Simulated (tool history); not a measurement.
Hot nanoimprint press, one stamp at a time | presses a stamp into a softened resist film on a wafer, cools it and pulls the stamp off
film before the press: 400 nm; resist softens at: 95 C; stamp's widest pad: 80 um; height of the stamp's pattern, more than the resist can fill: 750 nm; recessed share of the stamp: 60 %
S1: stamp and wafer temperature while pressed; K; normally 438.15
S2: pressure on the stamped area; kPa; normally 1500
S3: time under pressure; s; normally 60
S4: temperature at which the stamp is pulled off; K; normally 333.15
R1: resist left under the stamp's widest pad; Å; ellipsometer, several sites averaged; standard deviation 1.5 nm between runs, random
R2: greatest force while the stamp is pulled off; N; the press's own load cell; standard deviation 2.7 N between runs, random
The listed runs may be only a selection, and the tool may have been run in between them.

run,hour,S1,S2,S3,S4,R1,R2
1,0,438.15,1500,60,333.15,2361,124
2,27.4,439.15,1500,60,333.15,2258,120
3,52.1,439.15,1500,60,333.15,2236,124
4,84.3,447.15,1500,60,333.15,1553,123
5,115.5,447.15,1500,60,333.15,1578,123
6,132.2,438.15,1500,60,333.15,2319,120
7,163.6,438.15,1500,60,333.15,2347,122
8,199,438.15,1500,60,333.15,2328,126
# hour 235.3: plate thermocouple calibrated
9,236.5,438.15,1500,60,333.15,2330,125
10,267.2,438.15,1500,60,333.15,2327,116
11,282.4,438.15,1500,60,333.15,2362,125
12,314.9,438.15,1500,60,333.15,2363,123
13,330.5,438.15,1500,108,333.15,1884,131
14,364.8,438.15,1500,108,333.15,1884,126
15,399.8,438.15,1500,60,333.15,2360,122
16,430.7,438.15,1500,60,333.15,2338,121
17,455.6,438.15,1500,32,336.15,2787,120
18,491.6,435.15,1680,82,328.15,2281,132
19,511,431.15,1800,47,325.15,3030,141
20,537.6,449.15,1000,31,333.15,2178,126
21,555.4,449.15,1000,31,333.15,2185,131
22,574.2,449.15,1000,31,333.15,2178,124
23,589.1,438.15,1500,60,323.15,2346,139
24,613.5,445.15,980,67,340.15,1960,111
25,632.9,445.15,980,67,340.15,1955,109
26,656.7,438.15,1610,60,329.15,2280,136
27,686.6,438.15,1610,61,329.15,2276,130
28,715.6,438.15,1110,77,333.15,2350,127
29,747.1,438.15,1500,30,319.15,2839,147

Consider 5 possible next runs. They are alternatives, not a sequence: every one starts from the tool as it was left by run 29. What does each give?
# hour 757.2: plate thermocouple calibrated
A,773.4,437.15,1970,39,333.15,?,?
# hour 757.2: plate thermocouple calibrated
B,773.4,438.15,1500,60,337.15,?,?
# hour 757.2: plate thermocouple calibrated
C,773.4,428.15,950,60,333.15,?,?
# hour 757.2: plate thermocouple calibrated
D,773.4,438.15,1500,30,325.15,?,?
# hour 757.2: plate thermocouple calibrated
E,773.4,439.15,1500,65,333.15,?,?

run,R1,R2
A,2570,126
B,2319,122
C,3409,126
D,2839,140
E,2174,123
Stripped of hidden state, with their random variation kept, the same runs would have yielded:
run,R1,R2
A,2568,124
B,2318,121
C,3408,125
D,2838,138
E,2172,121
